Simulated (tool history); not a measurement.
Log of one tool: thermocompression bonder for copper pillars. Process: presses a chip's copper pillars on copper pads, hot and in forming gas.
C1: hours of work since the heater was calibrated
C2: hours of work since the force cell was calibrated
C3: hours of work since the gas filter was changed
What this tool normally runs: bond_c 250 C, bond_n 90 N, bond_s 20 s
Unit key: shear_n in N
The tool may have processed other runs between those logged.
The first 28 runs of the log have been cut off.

{"hour": 469.4, "done": "forming gas filter changed"}
{"run": 29, "hour": 481.1, "bond_c": 279, "bond_n": 58, "bond_s": 20, "C1": 389, "C2": 178, "C3": 9, "shear_n": 48.8}
{"run": 30, "hour": 495.1, "bond_c": 236, "bond_n": 55, "bond_s": 22, "C1": 400, "C2": 188, "C3": 19, "shear_n": 27.2}
{"run": 31, "hour": 514.1, "bond_c": 236, "bond_n": 55, "bond_s": 22, "C1": 414, "C2": 203, "C3": 34, "shear_n": 26.3}
{"run": 32, "hour": 537.9, "bond_c": 241, "bond_n": 101, "bond_s": 36, "C1": 432, "C2": 220, "C3": 52, "shear_n": 56.3}
{"run": 33, "hour": 548.4, "bond_c": 276, "bond_n": 74, "bond_s": 19, "C1": 440, "C2": 228, "C3": 60, "shear_n": 55.1}
{"run": 34, "hour": 570.7, "bond_c": 276, "bond_n": 74, "bond_s": 19, "C1": 457, "C2": 245, "C3": 76, "shear_n": 53.3}
{"run": 35, "hour": 585.8, "bond_c": 273, "bond_n": 86, "bond_s": 15, "C1": 468, "C2": 257, "C3": 88, "shear_n": 53.4}
{"run": 36, "hour": 600.5, "bond_c": 236, "bond_n": 117, "bond_s": 19, "C1": 479, "C2": 268, "C3": 99, "shear_n": 44.9}
{"run": 37, "hour": 624.6, "bond_c": 250, "bond_n": 103, "bond_s": 58, "C1": 497, "C2": 286, "C3": 117, "shear_n": 75.4}
{"run": 38, "hour": 642.2, "bond_c": 221, "bond_n": 103, "bond_s": 11, "C1": 510, "C2": 299, "C3": 130, "shear_n": 25.3}
{"run": 39, "hour": 655.8, "bond_c": 221, "bond_n": 74, "bond_s": 11, "C1": 521, "C2": 309, "C3": 140, "shear_n": 20.3}

Each row is a separate what-if for the run after 39, all from the same tool condition, not one after another. Results?
{"run": "A", "hour": 679.5, "bond_c": 230, "bond_n": 113, "bond_s": 50, "C1": 539, "C2": 327, "C3": 158, "shear_n": "?"}
{"run": "B", "hour": 679.5, "bond_c": 249, "bond_n": 90, "bond_s": 20, "C1": 539, "C2": 327, "C3": 158, "shear_n": "?"}
{"run": "C", "hour": 679.5, "bond_c": 242, "bond_n": 74, "bond_s": 11, "C1": 539, "C2": 327, "C3": 158, "shear_n": "?"}

run=A shear_n=58.9
run=B shear_n=44.7
run=C shear_n=26.3
Stripped of hidden state, with their random variation kept, the same runs would have yielded:
run=A shear_n=65.3
run=B shear_n=49.8
run=C shear_n=29.7

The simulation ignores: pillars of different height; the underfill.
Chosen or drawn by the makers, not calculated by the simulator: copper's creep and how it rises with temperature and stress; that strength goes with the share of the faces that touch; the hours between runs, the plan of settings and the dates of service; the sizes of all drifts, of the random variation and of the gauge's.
